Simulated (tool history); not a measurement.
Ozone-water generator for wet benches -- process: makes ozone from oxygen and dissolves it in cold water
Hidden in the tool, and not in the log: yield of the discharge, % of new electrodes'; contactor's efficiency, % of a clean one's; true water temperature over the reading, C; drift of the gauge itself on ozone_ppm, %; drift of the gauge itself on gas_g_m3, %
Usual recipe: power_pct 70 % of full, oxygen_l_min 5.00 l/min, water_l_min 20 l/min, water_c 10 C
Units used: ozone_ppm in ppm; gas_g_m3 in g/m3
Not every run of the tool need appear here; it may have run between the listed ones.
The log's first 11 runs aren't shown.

run,day,power_pct,oxygen_l_min,water_l_min,water_c,hours of work since the electrodes were changed,hours of work since the contactor was cleaned,hours of work since the thermometer was calibrated,ozone_ppm,gas_g_m3
12,19.108,70,5.00,20,10,1113,780,2438,26.7,257.2
13,20.904,70,5.00,20,10,1147,814,2473,26.3,253.8
14,22.200,70,5.00,22,10,1172,839,2497,24.1,252.3
15,23.967,70,5.00,20,10,1205,872,2531,26.3,256.0
16,25.500,70,5.00,20,10,1235,902,2560,26.6,252.6
17,27.429,70,5.00,20,10,1271,938,2597,26.2,255.4
18,29.025,95,5.00,20,10,1302,969,2627,31.7,302.4
19,30.546,95,5.00,20,10,1331,998,2656,31.5,303.5
# day 31.833: water thermometer calibrated
20,32.042,95,5.00,20,10,1359,1026,4,31.4,304.6
21,33.288,70,5.00,21,10,1383,1050,28,24.8,252.8
22,34.704,71,5.00,20,11,1410,1077,55,25.9,254.0
23,35.671,70,5.78,20,10,1428,1095,73,27.3,241.6
24,37.154,63,5.78,13,11,1456,1123,101,37.0,227.0
25,38.567,72,2.93,16,11,1483,1150,128,28.2,309.8
26,39.546,42,7.34,20,11,1502,1169,147,20.6,161.1
27,41.542,42,7.34,20,11,1540,1207,185,20.5,161.0
# day 42.208: water thermometer calibrated, once more
28,43.079,64,5.00,13,10,1569,1236,17,37.7,239.0
29,44.296,43,5.35,14,6,1592,1259,40,29.6,182.9
30,45.262,43,5.35,14,6,1610,1277,58,29.7,183.0
31,47.300,43,3.54,24,7,1649,1316,97,14.6,211.3
32,49.133,71,5.00,20,10,1684,1351,132,26.3,252.5

What will run 33 give?
33,51.388,71,5.00,20,6,1727,1394,175,?,?

ozone_ppm: 27.6 ppm
gas_g_m3: 252.8 g/m3
With the hidden condition absent and the run-to-run variation left alone, this run would have shown ozone_ppm 30.0 ppm, gas_g_m3 272.3 g/m3.

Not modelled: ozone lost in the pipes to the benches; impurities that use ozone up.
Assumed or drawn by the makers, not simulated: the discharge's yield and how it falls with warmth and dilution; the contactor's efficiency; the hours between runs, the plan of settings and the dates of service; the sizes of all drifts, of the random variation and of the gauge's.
